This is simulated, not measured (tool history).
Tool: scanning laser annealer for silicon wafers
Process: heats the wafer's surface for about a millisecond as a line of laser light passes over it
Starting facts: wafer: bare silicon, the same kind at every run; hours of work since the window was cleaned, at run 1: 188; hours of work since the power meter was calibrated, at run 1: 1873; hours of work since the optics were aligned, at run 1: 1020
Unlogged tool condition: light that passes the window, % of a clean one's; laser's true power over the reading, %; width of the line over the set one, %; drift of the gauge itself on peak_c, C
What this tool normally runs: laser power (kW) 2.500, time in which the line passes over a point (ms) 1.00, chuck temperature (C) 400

run,hour,laser power (kW),time in which the line passes over a point (ms),chuck temperature (C),hours of work since the window was cleaned,hours of work since the power meter was calibrated,hours of work since the optics were aligned,highest temperature of the surface (C)
1,0.0,2.500,1.00,400,188,1873,1020,1204
2,95.2,2.500,1.00,400,259,1944,1091,1204
3,169.3,2.164,1.00,400,315,1999,1146,1062
4,244.5,2.500,1.00,400,371,2056,1203,1196
5,311.7,2.500,1.00,400,421,2106,1253,1195
6,351.6,2.500,1.00,400,451,2136,1283,1194
7,431.7,2.197,1.00,400,511,2196,1343,1067
# hour 504.2: optics aligned, line set to its width
8,515.3,2.719,0.75,411,570,2255,8,1189
9,577.8,2.719,1.13,408,617,2301,55,1355
10,637.0,2.269,1.08,415,661,2346,99,1147
11,703.4,2.269,1.25,415,711,2395,149,1197
12,750.4,2.132,0.82,419,746,2431,184,1004
13,821.1,2.132,0.82,419,799,2484,237,1003
# hour 841.6: window over the wafer cleaned
14,871.4,2.387,1.00,370,22,2520,273,1133

Branching from run 14: 4 alternative next runs. What would each branch give?
A,955.8,2.262,1.00,400,85,2583,337,?
B,955.8,2.424,1.11,379,85,2583,337,?
C,955.8,2.285,0.79,436,85,2583,337,?
D,955.8,2.158,1.10,400,85,2583,337,?

run,highest temperature of the surface (C)
A,1111
B,1197
C,1075
D,1101
With the hidden condition removed and each run's random variation left untouched, the same runs would have given:
run,highest temperature of the surface (C)
A,1142
B,1232
C,1103
D,1132
